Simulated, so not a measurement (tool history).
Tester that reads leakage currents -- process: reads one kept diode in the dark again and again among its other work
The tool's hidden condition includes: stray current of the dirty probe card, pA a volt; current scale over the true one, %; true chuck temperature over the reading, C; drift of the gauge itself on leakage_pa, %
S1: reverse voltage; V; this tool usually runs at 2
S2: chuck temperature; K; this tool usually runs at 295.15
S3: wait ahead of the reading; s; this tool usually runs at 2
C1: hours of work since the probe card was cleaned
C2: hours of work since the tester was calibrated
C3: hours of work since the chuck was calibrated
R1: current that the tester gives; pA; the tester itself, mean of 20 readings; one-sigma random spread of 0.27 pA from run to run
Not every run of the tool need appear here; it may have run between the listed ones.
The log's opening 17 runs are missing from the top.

| run | hour | S1 | S2 | S3 | C1 | C2 | C3 | R1 |
|---|---|---|---|---|---|---|---|---|
| 18 | 1867.2 | 17.08 | 295.15 | 2 | 2163 | 4382 | 527 | 368.41 |
| 19 | 1976.8 | 17.08 | 295.15 | 2 | 2242 | 4461 | 606 | 376.86 |
| 20 | 2048.1 | 17.08 | 295.15 | 2 | 2293 | 4512 | 658 | 383.12 |
| 21 | 2144.2 | 10.01 | 295.15 | 2 | 2362 | 4581 | 727 | 284.43 |
|  | 2271.3 | probe card cleaned and baked |
|  | 2273.3 | chuck's temperature calibrated |
| 22 | 2275.2 | 10.01 | 295.15 | 2 | 1 | 4672 | 1 | 218.37 |
| 23 | 2374.4 | 7.72 | 295.15 | 2.94 | 73 | 4743 | 73 | 192.84 |
| 24 | 2447.5 | 2 | 295.15 | 4.81 | 125 | 4796 | 125 | 93.34 |
| 25 | 2588.9 | 18.09 | 311.15 | 0.49 | 227 | 4898 | 227 | 1307.26 |
| 26 | 2733.3 | 8.05 | 322.15 | 6.15 | 331 | 5002 | 331 | 2053.91 |
| 27 | 2821.7 | 13.2 | 300.15 | 0.73 | 395 | 5065 | 395 | 453.22 |
| 28 | 2911.4 | 13.2 | 330.15 | 3.12 | 459 | 5130 | 459 | 5082.53 |
| 29 | 2999.6 | 1.82 | 330.15 | 3.12 | 523 | 5193 | 523 | 1746.61 |
| 30 | 3118.9 | 2 | 301.15 | 2.58 | 609 | 5279 | 609 | 183.95 |
|  | 3132.5 | tester calibrated |
| 31 | 3235.6 | 3.89 | 315.15 | 2.55 | 691 | 74 | 691 | 849.01 |
| 32 | 3352.9 | 3.89 | 315.15 | 2.55 | 776 | 159 | 776 | 865.3 |
|  | 3408.8 | chuck's temperature calibrated |
| 33 | 3466.3 | 8.73 | 313.15 | 1.32 | 856 | 239 | 41 | 965.43 |
| 34 | 3562.2 | 2 | 295.15 | 1.38 | 925 | 308 | 110 | 92.49 |

Here are 5 independent what-if runs from the current tool condition. What would each one return?
| A | 3687.8 | 7.26 | 295.15 | 0.73 | 1015 | 398 | 201 | ? |
| B | 3687.8 | 2.34 | 327.15 | 1.38 | 1015 | 398 | 201 | ? |
| C | 3687.8 | 2 | 296.15 | 1.38 | 1015 | 398 | 201 | ? |
| D | 3687.8 | 1.89 | 299.15 | 1.12 | 1015 | 398 | 201 | ? |
| E | 3687.8 | 2 | 318.15 | 1.76 | 1015 | 398 | 201 | ? |

| run | R1 |
|---|---|
| A | 194.71 |
| B | 1444.47 |
| C | 103.62 |
| D | 130.49 |
| E | 663.12 |
With no hidden state in the tool, these same runs would have given:
| run | R1 |
|---|---|
| A | 180.29 |
| B | 1393.75 |
| C | 97.59 |
| D | 123.58 |
| E | 637.76 |

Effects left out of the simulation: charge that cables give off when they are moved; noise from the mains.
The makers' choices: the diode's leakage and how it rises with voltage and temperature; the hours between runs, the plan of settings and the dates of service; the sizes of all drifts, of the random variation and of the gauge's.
